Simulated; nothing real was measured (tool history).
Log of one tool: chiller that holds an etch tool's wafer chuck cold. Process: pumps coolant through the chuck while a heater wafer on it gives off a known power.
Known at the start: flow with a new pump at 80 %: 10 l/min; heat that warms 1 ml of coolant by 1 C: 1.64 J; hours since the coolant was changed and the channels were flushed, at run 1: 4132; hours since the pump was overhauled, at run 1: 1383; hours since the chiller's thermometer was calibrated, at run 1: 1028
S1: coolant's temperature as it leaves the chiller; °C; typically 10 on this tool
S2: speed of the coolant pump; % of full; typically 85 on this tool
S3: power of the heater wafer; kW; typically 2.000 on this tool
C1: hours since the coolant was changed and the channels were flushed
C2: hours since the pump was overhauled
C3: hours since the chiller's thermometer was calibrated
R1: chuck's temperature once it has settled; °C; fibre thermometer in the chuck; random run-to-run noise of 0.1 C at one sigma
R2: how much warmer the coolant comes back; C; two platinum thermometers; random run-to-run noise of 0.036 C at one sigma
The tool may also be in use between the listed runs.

{"run": 1, "hour": 0.0, "S1": 10, "S2": 85, "S3": 2.0, "C1": 4132, "C2": 1383, "C3": 1028, "R1": 29.9, "R2": 6.84}
{"run": 2, "hour": 46.4, "S1": 10, "S2": 85, "S3": 2.0, "C1": 4179, "C2": 1429, "C3": 1074, "R1": 29.9, "R2": 6.88}
{"run": 3, "hour": 108.2, "S1": 10, "S2": 89, "S3": 2.0, "C1": 4241, "C2": 1491, "C3": 1136, "R1": 29.0, "R2": 6.57}
{"run": 4, "hour": 156.1, "S1": 10, "S2": 89, "S3": 2.0, "C1": 4289, "C2": 1539, "C3": 1184, "R1": 29.1, "R2": 6.55}
{"run": 5, "hour": 226.7, "S1": 10, "S2": 89, "S3": 2.0, "C1": 4359, "C2": 1609, "C3": 1255, "R1": 29.1, "R2": 6.46}
{"run": 6, "hour": 277.3, "S1": 12, "S2": 85, "S3": 2.0, "C1": 4410, "C2": 1660, "C3": 1305, "R1": 31.8, "R2": 6.81}
{"run": 7, "hour": 349.6, "S1": 12, "S2": 85, "S3": 2.0, "C1": 4482, "C2": 1732, "C3": 1378, "R1": 31.9, "R2": 6.79}
{"run": 8, "hour": 382.8, "S1": 12, "S2": 85, "S3": 2.0, "C1": 4515, "C2": 1765, "C3": 1411, "R1": 31.9, "R2": 6.77}
{"run": 9, "hour": 453.1, "S1": 12, "S2": 85, "S3": 2.0, "C1": 4586, "C2": 1836, "C3": 1481, "R1": 31.9, "R2": 6.74}
{"run": 10, "hour": 496.8, "S1": 12, "S2": 85, "S3": 2.0, "C1": 4629, "C2": 1879, "C3": 1525, "R1": 32.0, "R2": 6.75}
{"run": 11, "hour": 556.8, "S1": 12, "S2": 85, "S3": 2.0, "C1": 4689, "C2": 1939, "C3": 1585, "R1": 32.0, "R2": 6.75}
{"run": 12, "hour": 621.1, "S1": 5, "S2": 76, "S3": 1.977, "C1": 4754, "C2": 2004, "C3": 1649, "R1": 26.8, "R2": 7.49}
{"run": 13, "hour": 656.9, "S1": 19, "S2": 82, "S3": 1.2, "C1": 4789, "C2": 2040, "C3": 1685, "R1": 31.3, "R2": 4.14}

Predict the results of run 14:
{"run": 14, "hour": 726.2, "S1": 19, "S2": 82, "S3": 1.2, "C1": 4859, "C2": 2109, "C3": 1754, "R1": "?", "R2": "?"}

R1: 31.3 °C
R2: 4.14 C
Minus the tool's unlogged condition, the same run would have read R1 31.3 °C, R2 4.32 C.
